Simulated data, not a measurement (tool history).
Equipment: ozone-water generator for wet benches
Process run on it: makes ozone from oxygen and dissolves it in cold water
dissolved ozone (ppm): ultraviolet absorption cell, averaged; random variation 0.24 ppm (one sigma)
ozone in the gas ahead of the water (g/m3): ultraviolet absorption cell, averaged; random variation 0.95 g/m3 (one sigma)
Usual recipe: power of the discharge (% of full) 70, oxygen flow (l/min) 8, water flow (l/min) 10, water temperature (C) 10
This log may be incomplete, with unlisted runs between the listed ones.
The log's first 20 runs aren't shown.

run,day,power of the discharge (% of full),oxygen flow (l/min),water flow (l/min),water temperature (C),dissolved ozone (ppm),ozone in the gas ahead of the water (g/m3)
21,68.596,70,8,10,11,29.6,140.8
22,72.854,70,8,10,11,29.7,138.6
23,76.196,70,8,10,11,29.2,139.1
24,79.338,69,4.38,10,11,31.2,187.4
25,83.625,69,4.38,10,9,31.8,186.1
26,87.05,70,7.85,16,10,22.5,138.6
27,91.833,70,7.85,16,10,22.4,136.8
28,95.717,95,4.47,12,7,35,224.6
29,99.288,62,8,10,10,26.7,125.2
30,103.925,46,8,11,15,18.7,100.4
31,107.5,46,8,11,15,18.5,101.5
32,110.125,46,8,11,15,18.5,99.9

What if the next run were any one of these 5? Each begins from the tool's condition after run 32:
A,112.812,70,8,10,11,?,?
B,112.812,73,8,7,17,?,?
C,112.812,70,8,12,10,?,?
D,112.812,46,8,11,16,?,?
E,112.812,59,8,10,10,?,?

run,dissolved ozone (ppm),ozone in the gas ahead of the water (g/m3)
A,27.8,131.1
B,28.9,135.5
C,25.6,131.9
D,17.9,101.2
E,25.2,118.8
What these runs would have given with no unlogged condition in the tool:
run,dissolved ozone (ppm),ozone in the gas ahead of the water (g/m3)
A,35.1,160.2
B,36.5,166.6
C,32.3,161.1
D,21.2,116
E,30.9,141.3

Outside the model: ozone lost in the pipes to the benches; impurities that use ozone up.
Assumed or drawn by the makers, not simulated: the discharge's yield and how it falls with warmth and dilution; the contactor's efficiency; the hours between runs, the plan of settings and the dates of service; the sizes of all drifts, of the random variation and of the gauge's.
